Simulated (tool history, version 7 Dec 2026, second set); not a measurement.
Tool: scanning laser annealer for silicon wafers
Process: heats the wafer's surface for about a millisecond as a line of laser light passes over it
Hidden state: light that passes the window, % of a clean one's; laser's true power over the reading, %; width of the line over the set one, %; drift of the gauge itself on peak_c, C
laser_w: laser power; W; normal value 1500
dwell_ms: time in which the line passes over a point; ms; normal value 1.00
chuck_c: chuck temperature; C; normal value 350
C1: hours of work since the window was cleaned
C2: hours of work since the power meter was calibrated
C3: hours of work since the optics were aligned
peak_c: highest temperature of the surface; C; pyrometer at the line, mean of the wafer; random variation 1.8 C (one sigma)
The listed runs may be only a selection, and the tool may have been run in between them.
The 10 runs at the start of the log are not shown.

run 11 hour=295.5 | laser_w=1598 dwell_ms=1.00 chuck_c=350 | C1=439 C2=1481 C3=858 | peak_c=1085
-- hour=318.7 window over the wafer cleaned
run 12 hour=335.5 | laser_w=1521 dwell_ms=1.00 chuck_c=350 | C1=13 C2=1511 C3=888 | peak_c=1066
run 13 hour=355.1 | laser_w=1351 dwell_ms=1.00 chuck_c=350 | C1=29 C2=1527 C3=903 | peak_c=964
run 14 hour=383.8 | laser_w=1351 dwell_ms=1.00 chuck_c=350 | C1=51 C2=1550 C3=926 | peak_c=962
-- hour=404.5 optics aligned, line set to its width
run 15 hour=410.8 | laser_w=1500 dwell_ms=0.71 chuck_c=350 | C1=69 C2=1567 C3=5 | peak_c=949
run 16 hour=446.7 | laser_w=1500 dwell_ms=0.71 chuck_c=350 | C1=97 C2=1595 C3=33 | peak_c=948
run 17 hour=484.8 | laser_w=1500 dwell_ms=0.71 chuck_c=350 | C1=127 C2=1625 C3=63 | peak_c=948
run 18 hour=501.2 | laser_w=1500 dwell_ms=1.00 chuck_c=335 | C1=140 C2=1638 C3=76 | peak_c=1035
run 19 hour=523.0 | laser_w=1367 dwell_ms=0.81 chuck_c=335 | C1=157 C2=1655 C3=93 | peak_c=900
run 20 hour=553.1 | laser_w=1463 dwell_ms=0.90 chuck_c=335 | C1=181 C2=1679 C3=117 | peak_c=979
run 21 hour=581.4 | laser_w=1500 dwell_ms=1.12 chuck_c=350 | C1=203 C2=1702 C3=140 | peak_c=1085
run 22 hour=610.6 | laser_w=1294 dwell_ms=0.73 chuck_c=350 | C1=226 C2=1725 C3=163 | peak_c=844
run 23 hour=630.9 | laser_w=1541 dwell_ms=1.00 chuck_c=386 | C1=242 C2=1741 C3=179 | peak_c=1106
run 24 hour=653.9 | laser_w=1541 dwell_ms=1.00 chuck_c=386 | C1=260 C2=1759 C3=197 | peak_c=1102
run 25 hour=671.6 | laser_w=1541 dwell_ms=1.00 chuck_c=386 | C1=274 C2=1773 C3=211 | peak_c=1102
run 26 hour=702.8 | laser_w=1500 dwell_ms=1.00 chuck_c=366 | C1=299 C2=1797 C3=235 | peak_c=1055
run 27 hour=723.4 | laser_w=1500 dwell_ms=1.00 chuck_c=366 | C1=315 C2=1814 C3=252 | peak_c=1057
run 28 hour=751.5 | laser_w=1459 dwell_ms=0.76 chuck_c=318 | C1=337 C2=1836 C3=274 | peak_c=900
run 29 hour=790.8 | laser_w=1459 dwell_ms=0.76 chuck_c=318 | C1=368 C2=1867 C3=305 | peak_c=899
run 30 hour=814.2 | laser_w=1514 dwell_ms=1.00 chuck_c=383 | C1=387 C2=1885 C3=323 | peak_c=1076
run 31 hour=847.4 | laser_w=1514 dwell_ms=1.00 chuck_c=383 | C1=413 C2=1911 C3=349 | peak_c=1075
run 32 hour=880.0 | laser_w=1585 dwell_ms=0.99 chuck_c=353 | C1=439 C2=1937 C3=375 | peak_c=1078

5 ways to go on from here, each from the tool as it stands after run 32. What would each give?
run A hour=898.5 | laser_w=1617 dwell_ms=0.91 chuck_c=323 | C1=453 C2=1952 C3=390 | peak_c=?
run B hour=898.5 | laser_w=1546 dwell_ms=0.99 chuck_c=358 | C1=453 C2=1952 C3=390 | peak_c=?
run C hour=898.5 | laser_w=1585 dwell_ms=1.19 chuck_c=353 | C1=453 C2=1952 C3=390 | peak_c=?
run D hour=898.5 | laser_w=1624 dwell_ms=0.99 chuck_c=353 | C1=453 C2=1952 C3=390 | peak_c=?
run E hour=898.5 | laser_w=1500 dwell_ms=0.95 chuck_c=350 | C1=453 C2=1952 C3=390 | peak_c=?

run=A peak_c=1042
run=B peak_c=1063
run=C peak_c=1147
run=D peak_c=1104
run=E peak_c=1014
Had the tool no hidden state, the same runs would have come out as:
run=A peak_c=1072
run=B peak_c=1092
run=C peak_c=1180
run=D peak_c=1135
run=E peak_c=1042

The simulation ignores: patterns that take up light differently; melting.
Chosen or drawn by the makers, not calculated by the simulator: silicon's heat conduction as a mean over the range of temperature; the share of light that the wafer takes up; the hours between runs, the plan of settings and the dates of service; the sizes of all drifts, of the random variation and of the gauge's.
